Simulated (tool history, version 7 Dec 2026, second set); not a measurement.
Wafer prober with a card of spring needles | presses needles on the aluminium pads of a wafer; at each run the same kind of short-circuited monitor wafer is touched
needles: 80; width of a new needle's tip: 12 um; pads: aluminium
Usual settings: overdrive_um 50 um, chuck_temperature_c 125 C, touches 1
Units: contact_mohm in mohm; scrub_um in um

Run 1, hour 0.0: usual settings. Result: contact_mohm 260 mohm, scrub_um 9.360 um.
At hour 13.8: tips cleaned on abrasive film.
Run 2, hour 26.2: usual settings. Result: contact_mohm 264 mohm, scrub_um 9.374 um.
At hour 33.5: tips cleaned on abrasive film.
At hour 50.9: tips cleaned on abrasive film.
Run 3, hour 62.1: usual settings. Result: contact_mohm 264 mohm, scrub_um 9.332 um.
At hour 68.6: tips cleaned on abrasive film.
At hour 86.0: tips cleaned on abrasive film.
Run 4, hour 92.6: usual settings. Result: contact_mohm 258 mohm, scrub_um 9.327 um.
At hour 104.6: tips cleaned on abrasive film.
At hour 123.7: tips cleaned on abrasive film.
Run 5, hour 130.5: usual settings but chuck_temperature_c 28 C. Result: contact_mohm 239 mohm, scrub_um 9.300 um.
At hour 140.7: tips cleaned on abrasive film.
At hour 158.5: tips cleaned on abrasive film.
Run 6, hour 174.8: usual settings but chuck_temperature_c 28 C. Result: contact_mohm 244 mohm, scrub_um 9.293 um.
At hour 177.1: tips cleaned on abrasive film.
At hour 195.2: tips cleaned on abrasive film.
Run 7, hour 204.7: usual settings but touches 2. Result: contact_mohm 261 mohm, scrub_um 9.259 um.
At hour 215.6: tips cleaned on abrasive film.
At hour 234.8: tips cleaned on abrasive film.
Run 8, hour 240.5: usual settings but touches 2. Result: contact_mohm 259 mohm, scrub_um 9.264 um.
At hour 254.6: tips cleaned on abrasive film.
Run 9, hour 263.1: usual settings but touches 2. Result: contact_mohm 261 mohm, scrub_um 9.259 um.
At hour 272.1: tips cleaned on abrasive film.
At hour 277.9: height of the first contact set anew.
At hour 289.1: tips cleaned on abrasive film.
Run 10, hour 305.2: usual settings. Result: contact_mohm 267 mohm, scrub_um 9.393 um.
At hour 308.7: tips cleaned on abrasive film.
At hour 327.3: tips cleaned on abrasive film.
Run 11, hour 343.2: usual settings. Result: contact_mohm 268 mohm, scrub_um 9.374 um.
At hour 346.7: tips cleaned on abrasive film.
At hour 364.1: tips cleaned on abrasive film.
At hour 382.7: tips cleaned on abrasive film.
Run 12, hour 387.0: usual settings. Result: contact_mohm 263 mohm, scrub_um 9.354 um.
At hour 399.8: tips cleaned on abrasive film.
At hour 418.0: tips cleaned on abrasive film.
Run 13, hour 419.1: usual settings. Result: contact_mohm 255 mohm, scrub_um 9.340 um.
At hour 436.6: tips cleaned on abrasive film.
Run 14, hour 441.2: usual settings but overdrive_um 43 um, chuck_temperature_c 60 C. Result: contact_mohm 251 mohm, scrub_um 8.006 um.
At hour 453.5: tips cleaned on abrasive film.
At hour 471.4: tips cleaned on abrasive film.
Run 15, hour 484.3: usual settings but overdrive_um 54 um, chuck_temperature_c 60 C. Result: contact_mohm 253 mohm, scrub_um 10.091 um.
At hour 490.9: tips cleaned on abrasive film.
Run 16, hour 506.6: usual settings but overdrive_um 39 um, chuck_temperature_c 79 C, touches 2. Result: contact_mohm 258 mohm, scrub_um 7.256 um.
At hour 510.4: tips cleaned on abrasive film.
At hour 530.3: tips cleaned on abrasive film.
Run 17, hour 537.1: usual settings but overdrive_um 37 um, chuck_temperature_c 79 C. Result: contact_mohm 257 mohm, scrub_um 6.845 um.
At hour 548.8: tips cleaned on abrasive film.
At hour 566.1: tips cleaned on abrasive film.
Run 18, hour 566.1: usual settings but overdrive_um 31 um, chuck_temperature_c 79 C, touches 2. Result: contact_mohm 251 mohm, scrub_um 5.702 um.
At hour 583.5: tips cleaned on abrasive film.
Run 19, hour 590.0: usual settings but overdrive_um 31 um, chuck_temperature_c 32 C. Result: contact_mohm 256 mohm, scrub_um 5.697 um.
At hour 602.0: tips cleaned on abrasive film.
Run 20, hour 610.3: usual settings but overdrive_um 59 um. Result: contact_mohm 261 mohm, scrub_um 10.962 um.
At hour 620.4: tips cleaned on abrasive film.
At hour 640.3: tips cleaned on abrasive film.
At hour 646.0: height of the first contact set anew.
Run 21, hour 646.0: usual settings but overdrive_um 63 um, chuck_temperature_c 109 C. Result: contact_mohm 252 mohm, scrub_um 11.851 um.
At hour 657.7: tips cleaned on abrasive film.
At hour 676.9: tips cleaned on abrasive film.
Run 22, hour 691.2: usual settings but overdrive_um 44 um, chuck_temperature_c 46 C. Result: contact_mohm 256 mohm, scrub_um 8.256 um.
At hour 694.6: tips cleaned on abrasive film.
At hour 711.5: tips cleaned on abrasive film.
Run 23, hour 712.2: usual settings but overdrive_um 44 um, chuck_temperature_c 46 C. Result: contact_mohm 239 mohm, scrub_um 8.240 um.

The same runs without the tool's hidden state, with the same run-to-run variation:
The hidden state here: debris on the tips, nm; way that the needles fall short of the set height, um; tips' diameter, um; drift of the gauge itself on contact_mohm, %; drift of the gauge itself on scrub_um, %.
run  contact_mohm  scrub_um
  1           254     9.396
  2           253     9.416
  3           254     9.390
  4           252     9.400
  5           229     9.388
  6           229     9.401
  7           254     9.379
  8           255     9.399
  9           255     9.401
 10           253     9.402
 11           255     9.396
 12           256     9.399
 13           252     9.398
 14           242     8.073
 15           240    10.174
 16           245     7.345
 17           243     6.951
 18           247     5.824
 19           237     5.827
 20           253    11.102
 21           248    11.851
 22           238     8.270
 23           237     8.268
